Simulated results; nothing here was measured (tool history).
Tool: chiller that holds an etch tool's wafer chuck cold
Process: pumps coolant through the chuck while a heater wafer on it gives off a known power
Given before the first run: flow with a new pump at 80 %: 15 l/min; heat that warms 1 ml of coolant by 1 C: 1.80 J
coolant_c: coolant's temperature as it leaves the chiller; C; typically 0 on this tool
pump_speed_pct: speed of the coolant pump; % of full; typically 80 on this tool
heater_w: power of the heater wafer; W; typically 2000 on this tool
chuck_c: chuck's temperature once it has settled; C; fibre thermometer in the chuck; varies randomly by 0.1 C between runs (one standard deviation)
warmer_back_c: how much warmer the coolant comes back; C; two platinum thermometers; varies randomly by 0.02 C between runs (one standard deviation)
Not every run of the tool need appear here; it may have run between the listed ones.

run	hour	coolant_c	pump_speed_pct	heater_w	chuck_c	warmer_back_c
1	0.0	0	80	2000	14.0	4.46
2	47.6	0	78	2000	14.2	4.57
3	105.8	0	78	2000	14.4	4.61
4	150.0	0	78	2000	14.1	4.57
5	186.7	0	80	1262	8.8	2.81
6	241.4	8	80	2000	21.9	4.49
7	278.8	0	80	2000	14.1	4.47
8	349.4	0	80	2000	14.0	4.46
9	388.8	0	80	2000	13.9	4.46
10	426.1	0	80	2000	13.8	4.45
11	498.2	0	80	2000	13.9	4.45
12	570.7	10	80	2000	23.9	4.47
13	633.5	0	80	2000	14.1	4.45
14	681.5	0	80	2000	14.0	4.46
15	737.3	0	80	2000	13.9	4.44
16	802.3	0	80	2000	14.1	4.46
17	874.4	0	80	2000	14.0	4.48
18	930.2	-8	80	2685	10.9	6.00
19	992.5	0	80	1278	9.0	2.82
20	1066.8	0	80	1278	8.8	2.85
21	1133.4	0	80	1278	8.8	2.82
22	1207.7	0	75	2733	20.0	6.55
23	1251.6	0	75	2733	20.1	6.55
24	1321.0	1	64	2733	24.1	7.73
25	1381.2	1	64	2733	24.0	7.75

Forecast each of these 5 alternatives for the next run:
A	1414.9	0	89	2000	?	?
B	1414.9	1	88	1147	?	?
C	1414.9	4	62	1345	?	?
D	1414.9	7	93	2000	?	?
E	1414.9	5	80	2000	?	?

run	chuck_c	warmer_back_c
A	12.8	3.96
B	8.4	2.30
C	15.6	3.92
D	19.3	3.81
E	18.9	4.51
Without the tool's unlogged condition, the same runs would have read:
run	chuck_c	warmer_back_c
A	12.8	3.96
B	8.4	2.30
C	15.6	3.92
D	19.3	3.81
E	18.9	4.51
